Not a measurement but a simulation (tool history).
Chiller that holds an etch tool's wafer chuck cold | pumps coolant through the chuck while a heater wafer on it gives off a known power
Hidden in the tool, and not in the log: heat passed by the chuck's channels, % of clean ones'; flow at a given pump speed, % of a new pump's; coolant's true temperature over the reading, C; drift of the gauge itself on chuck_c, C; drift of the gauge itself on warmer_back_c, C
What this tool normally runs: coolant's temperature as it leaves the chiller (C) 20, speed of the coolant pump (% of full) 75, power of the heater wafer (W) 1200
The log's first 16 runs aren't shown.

run,hour,coolant's temperature as it leaves the chiller (C),speed of the coolant pump (% of full),power of the heater wafer (W),hours since the coolant was changed and the channels were flushed,hours since the pump was overhauled,hours since the chiller's thermometer was calibrated,chuck's temperature once it has settled (K),how much warmer the coolant comes back (C)
# hour 2162.6: chiller's thermometer calibrated
17,2322.7,18,74,1200,8304,5915,160,301.21,5.51
18,2521.5,29,96,978,8503,6114,359,309.06,3.43
19,2627.4,23,75,783,8609,6220,465,302.67,3.52
20,2784.5,23,75,783,8766,6377,622,302.67,3.54
21,2886.1,23,75,783,8868,6478,723,302.69,3.53
22,3047.1,21,75,837,9029,6639,884,301.06,3.85
23,3176.6,12,75,853,9158,6769,1014,292.27,3.89
24,3343,12,75,853,9324,6935,1180,292.2,3.9
25,3535.1,16,75,1200,9517,7127,1372,299.21,5.47
26,3656.9,20,75,653,9638,7249,1494,298.45,2.97
27,3757.8,20,75,653,9739,7350,1595,298.52,2.97
28,3855.3,26,97,1016,9837,7448,1693,306.29,3.57
29,3943.4,20,97,1385,9925,7536,1781,303.1,4.85
30,4104.9,25,74,704,10086,7697,1942,304.01,3.31
# hour 4146.8: coolant changed, channels flushed
31,4230.4,27,97,897,84,7817,2062,305.81,3.14

Forecast each of these 3 alternatives for the next run:
A,4342.7,25,62,1625,196,7929,2174,?,?
B,4342.7,21,83,897,196,7929,2174,?,?
C,4342.7,20,65,1158,196,7929,2174,?,?

run,chuck's temperature once it has settled (K),how much warmer the coolant comes back (C)
A,312.31,9.09
B,300.5,3.7
C,302.85,6.19
What these runs would have given with no unlogged condition in the tool:
run,chuck's temperature once it has settled (K),how much warmer the coolant comes back (C)
A,311.92,8.55
B,300.45,3.48
C,302.64,5.82

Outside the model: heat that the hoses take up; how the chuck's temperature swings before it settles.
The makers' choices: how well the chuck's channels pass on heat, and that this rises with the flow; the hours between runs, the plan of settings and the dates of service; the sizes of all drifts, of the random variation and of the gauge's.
